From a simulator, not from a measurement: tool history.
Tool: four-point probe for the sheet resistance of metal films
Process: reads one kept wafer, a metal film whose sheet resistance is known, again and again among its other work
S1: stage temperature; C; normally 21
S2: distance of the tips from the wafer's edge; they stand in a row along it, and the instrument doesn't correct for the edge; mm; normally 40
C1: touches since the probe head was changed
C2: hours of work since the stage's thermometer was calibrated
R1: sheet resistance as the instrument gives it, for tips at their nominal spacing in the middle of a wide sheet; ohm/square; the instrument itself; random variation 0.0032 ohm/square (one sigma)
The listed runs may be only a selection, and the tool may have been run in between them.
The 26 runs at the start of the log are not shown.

run     day  S1  S2     C1    C2         R1
 27  24.121  30   3  10810  2094  17.120662
 28  25.438  30   3  11185  2108  17.111236
 29  26.392  20  44  11458  2117  15.825726
 30  27.175  20  44  11682  2126  15.825314
 31  27.825  24  10  11868  2132  15.920478
 32  28.446  28  62  12045  2139  15.763685
 33  29.312  28  62  12293  2148  15.754606
 34  30.225  28   8  12553  2157  15.964591
 35  30.871  28   8  12738  2164  15.968581
 36  31.458  28   8  12906  2170  15.971947
 37  32.567  23  14  13222  2181  15.863084
 38  33.129  23  14  13382  2187  15.866603
 39  33.804  21   3  13576  2194  17.188421
 40  34.704  31  17  13832  2203  15.785389
 41  35.338  21  66  14014  2210   15.81268
 42    36.5  31  41  14346  2222    15.7459
 43  37.092  31  41  14515  2228  15.744122
 44  37.654  27  41  14676  2234  15.775337

Below are 4 alternative next runs, each starting from the tool's condition after run 44. Predict each:
  A  38.5  21   4  14916  2242   ?
  B  38.5  24  41  14916  2242   ?
  C  38.5  20   6  14916  2242   ?
  D  38.5  35   6  14916  2242   ?

run         R1
  A  16.618758
  B  15.793957
  C  16.192004
  D   16.07718
Stripped of hidden state, with their random variation kept, the same runs would have yielded:
run         R1
  A  16.618172
  B    15.7934
  C  16.191432
  D   16.07662

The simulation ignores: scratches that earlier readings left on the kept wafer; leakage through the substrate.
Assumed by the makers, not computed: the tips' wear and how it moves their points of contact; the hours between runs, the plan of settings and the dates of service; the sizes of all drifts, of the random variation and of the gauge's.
